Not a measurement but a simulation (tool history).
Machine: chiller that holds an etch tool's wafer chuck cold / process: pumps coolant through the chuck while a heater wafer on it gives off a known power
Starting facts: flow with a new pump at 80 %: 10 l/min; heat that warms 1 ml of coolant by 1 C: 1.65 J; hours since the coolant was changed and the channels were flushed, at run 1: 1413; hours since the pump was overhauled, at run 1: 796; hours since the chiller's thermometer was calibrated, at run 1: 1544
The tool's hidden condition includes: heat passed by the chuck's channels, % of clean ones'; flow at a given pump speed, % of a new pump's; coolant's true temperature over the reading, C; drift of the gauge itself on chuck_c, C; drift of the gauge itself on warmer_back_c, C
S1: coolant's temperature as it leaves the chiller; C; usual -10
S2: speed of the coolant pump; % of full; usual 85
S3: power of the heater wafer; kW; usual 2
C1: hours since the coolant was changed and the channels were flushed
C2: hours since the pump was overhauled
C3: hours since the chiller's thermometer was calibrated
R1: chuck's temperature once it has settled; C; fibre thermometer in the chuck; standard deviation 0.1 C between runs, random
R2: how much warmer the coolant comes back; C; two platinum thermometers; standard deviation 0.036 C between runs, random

{"run": 1, "hour": 0.0, "S1": -10, "S2": 85, "S3": 2, "C1": 1413, "C2": 796, "C3": 1544, "R1": 14, "R2": 6.89}
{"run": 2, "hour": 16.7, "S1": -10, "S2": 85, "S3": 2, "C1": 1429, "C2": 812, "C3": 1561, "R1": 13.9, "R2": 6.92}
{"run": 3, "hour": 34.2, "S1": -10, "S2": 84, "S3": 2, "C1": 1447, "C2": 830, "C3": 1578, "R1": 14.2, "R2": 6.97}
{"run": 4, "hour": 67.4, "S1": -10, "S2": 84, "S3": 2, "C1": 1480, "C2": 863, "C3": 1611, "R1": 14.3, "R2": 7.02}
{"run": 5, "hour": 87.4, "S1": -10, "S2": 85, "S3": 2, "C1": 1500, "C2": 883, "C3": 1631, "R1": 13.9, "R2": 6.96}
{"run": 6, "hour": 112.0, "S1": -16, "S2": 85, "S3": 2, "C1": 1525, "C2": 908, "C3": 1656, "R1": 8.2, "R2": 7.01}
{"run": 7, "hour": 139.1, "S1": -10, "S2": 85, "S3": 2, "C1": 1552, "C2": 935, "C3": 1683, "R1": 14.1, "R2": 6.97}
{"run": 8, "hour": 170.9, "S1": -10, "S2": 85, "S3": 2, "C1": 1584, "C2": 967, "C3": 1715, "R1": 14, "R2": 6.91}
{"run": 9, "hour": 191.3, "S1": -4, "S2": 85, "S3": 2, "C1": 1604, "C2": 987, "C3": 1735, "R1": 20.3, "R2": 7}
{"run": 10, "hour": 213.1, "S1": -4, "S2": 85, "S3": 2, "C1": 1626, "C2": 1009, "C3": 1757, "R1": 20.2, "R2": 6.94}
{"run": 11, "hour": 235.1, "S1": -4, "S2": 85, "S3": 2.981, "C1": 1648, "C2": 1031, "C3": 1779, "R1": 32.2, "R2": 10.41}
{"run": 12, "hour": 257.7, "S1": -4, "S2": 85, "S3": 2.981, "C1": 1670, "C2": 1053, "C3": 1802, "R1": 32.3, "R2": 10.38}
{"run": 13, "hour": 289.6, "S1": -20, "S2": 85, "S3": 2, "C1": 1702, "C2": 1085, "C3": 1833, "R1": 4.2, "R2": 6.95}
{"run": 14, "hour": 305.7, "S1": -10, "S2": 85, "S3": 2, "C1": 1718, "C2": 1101, "C3": 1850, "R1": 14.2, "R2": 6.97}
{"run": 15, "hour": 331.9, "S1": -10, "S2": 85, "S3": 2, "C1": 1745, "C2": 1128, "C3": 1876, "R1": 14.4, "R2": 6.99}
{"run": 16, "hour": 351.4, "S1": -10, "S2": 85, "S3": 2, "C1": 1764, "C2": 1147, "C3": 1895, "R1": 14.3, "R2": 6.94}
{"run": 17, "hour": 378.9, "S1": -2, "S2": 85, "S3": 2, "C1": 1792, "C2": 1175, "C3": 1923, "R1": 22.5, "R2": 6.92}
{"run": 18, "hour": 396.6, "S1": -4, "S2": 62, "S3": 2, "C1": 1809, "C2": 1192, "C3": 1940, "R1": 27, "R2": 10.02}
{"run": 19, "hour": 419.0, "S1": -4, "S2": 62, "S3": 2, "C1": 1832, "C2": 1215, "C3": 1963, "R1": 27, "R2": 9.95}
{"run": 20, "hour": 437.8, "S1": -1, "S2": 62, "S3": 1.205, "C1": 1851, "C2": 1233, "C3": 1982, "R1": 17.4, "R2": 6.02}
{"run": 21, "hour": 472.5, "S1": -5, "S2": 62, "S3": 1.205, "C1": 1885, "C2": 1268, "C3": 2016, "R1": 13.6, "R2": 6.02}
{"run": 22, "hour": 501.4, "S1": -10, "S2": 68, "S3": 2.686, "C1": 1914, "C2": 1297, "C3": 2045, "R1": 29.1, "R2": 12.11}
{"run": 23, "hour": 523.3, "S1": -10, "S2": 68, "S3": 2.686, "C1": 1936, "C2": 1319, "C3": 2067, "R1": 29.3, "R2": 12.14}
{"run": 24, "hour": 549.3, "S1": -10, "S2": 91, "S3": 1.819, "C1": 1962, "C2": 1345, "C3": 2093, "R1": 11.1, "R2": 5.9}
{"run": 25, "hour": 575.6, "S1": -3, "S2": 91, "S3": 1.47, "C1": 1988, "C2": 1371, "C3": 2119, "R1": 13.9, "R2": 4.76}
{"run": 26, "hour": 590.7, "S1": -3, "S2": 91, "S3": 1.47, "C1": 2003, "C2": 1386, "C3": 2135, "R1": 14.1, "R2": 4.74}
{"run": 27, "hour": 612.2, "S1": -3, "S2": 76, "S3": 2.495, "C1": 2025, "C2": 1408, "C3": 2156, "R1": 30.7, "R2": 9.84}
{"run": 28, "hour": 635.1, "S1": -10, "S2": 66, "S3": 2, "C1": 2048, "C2": 1431, "C3": 2179, "R1": 20, "R2": 9.35}
{"run": 29, "hour": 669.8, "S1": -5, "S2": 86, "S3": 1.585, "C1": 2082, "C2": 1465, "C3": 2214, "R1": 14.5, "R2": 5.47}
{"run": 30, "hour": 699.3, "S1": -4, "S2": 91, "S3": 1.494, "C1": 2112, "C2": 1495, "C3": 2243, "R1": 13.4, "R2": 4.88}
{"run": 31, "hour": 726.7, "S1": -10, "S2": 62, "S3": 2, "C1": 2139, "C2": 1522, "C3": 2271, "R1": 21.7, "R2": 9.97}

Below, each run's measurement less what the same run would have read without the hidden state. Both values contain the same run-to-run variation, but the gauge's scatter may not be the same in both:
run=1 R1=+1.4 R2=+0.12
run=2 R1=+1.5 R2=+0.13
run=3 R1=+1.5 R2=+0.13
run=4 R1=+1.5 R2=+0.14
run=5 R1=+1.5 R2=+0.14
run=6 R1=+1.5 R2=+0.14
run=7 R1=+1.6 R2=+0.14
run=8 R1=+1.6 R2=+0.14
run=9 R1=+1.7 R2=+0.15
run=10 R1=+1.7 R2=+0.16
run=11 R1=+2.8 R2=+0.23
run=12 R1=+2.8 R2=+0.24
run=13 R1=+1.8 R2=+0.16
run=14 R1=+1.8 R2=+0.16
run=15 R1=+1.8 R2=+0.17
run=16 R1=+1.9 R2=+0.17
run=17 R1=+1.9 R2=+0.17
run=18 R1=+2.4 R2=+0.25
run=19 R1=+2.5 R2=+0.25
run=20 R1=+1.3 R2=+0.15
run=21 R1=+1.4 R2=+0.16
run=22 R1=+3.4 R2=+0.32
run=23 R1=+3.5 R2=+0.34
run=24 R1=+1.8 R2=+0.16
run=25 R1=+1.4 R2=+0.14
run=26 R1=+1.4 R2=+0.14
run=27 R1=+3.1 R2=+0.28
run=28 R1=+2.7 R2=+0.28
run=29 R1=+1.7 R2=+0.17
run=30 R1=+1.5 R2=+0.15
run=31 R1=+3.1 R2=+0.31

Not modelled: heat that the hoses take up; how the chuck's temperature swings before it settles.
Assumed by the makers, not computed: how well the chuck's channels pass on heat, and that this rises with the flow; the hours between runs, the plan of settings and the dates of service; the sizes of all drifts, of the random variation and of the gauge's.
